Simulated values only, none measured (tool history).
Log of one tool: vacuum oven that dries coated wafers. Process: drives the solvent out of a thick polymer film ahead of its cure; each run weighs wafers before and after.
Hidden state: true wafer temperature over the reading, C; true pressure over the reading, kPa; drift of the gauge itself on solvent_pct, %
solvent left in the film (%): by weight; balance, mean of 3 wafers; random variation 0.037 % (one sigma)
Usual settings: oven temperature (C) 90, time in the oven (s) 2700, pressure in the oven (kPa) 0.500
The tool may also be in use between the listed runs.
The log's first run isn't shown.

run	hour	oven temperature (C)	time in the oven (s)	pressure in the oven (kPa)	hours of work since the thermocouples were calibrated	hours of work since the vacuum gauge was cleaned of residue	solvent left in the film (%)
2	83.1	90	2700	0.500	495	1211	4.55
3	164.1	101	2700	0.500	539	1254	1.94
4	212.9	101	2700	0.500	565	1281	1.92
5	252.3	90	2700	0.500	587	1302	4.60
6	325.3	84	2700	0.500	626	1342	6.43
7	371.2	84	2700	0.500	651	1367	6.39
8	440.8	84	2700	0.500	689	1404	6.42
9	506.6	84	2700	0.500	724	1440	6.50
10	553.4	84	2700	0.500	750	1465	6.46
11	611.8	90	2700	0.500	781	1497	4.60
12	689.5	90	2700	0.500	823	1539	4.59
13	755.3	93	2700	0.500	859	1574	3.72
14	826.0	90	2700	0.687	897	1613	4.96
15	893.0	90	2340	0.687	933	1649	5.64
16	964.5	90	2340	0.687	972	1688	5.61
17	1048.8	90	2340	0.687	1018	1733	5.65
18	1116.2	90	3360	0.500	1054	1770	3.61
19	1162.3	90	3360	0.500	1079	1795	3.59
20	1218.2	90	3360	0.360	1109	1825	3.39
21	1281.4	90	2700	0.500	1144	1859	4.67
22	1357.9	90	2700	0.500	1185	1901	4.60
23	1391.7	90	2700	0.500	1203	1919	4.59
24	1430.8	90	2700	0.500	1225	1940	4.58
25	1505.1	92	4140	0.315	1265	1980	1.98
26	1575.7	92	4140	0.315	1303	2019	2.01

Forecast run 27:
27	1650.5	94	3420	0.692	1344	2059	?

solvent left in the film (%): 2.90
Without the tool's hidden state the same run would have given solvent left in the film (%) 2.89.
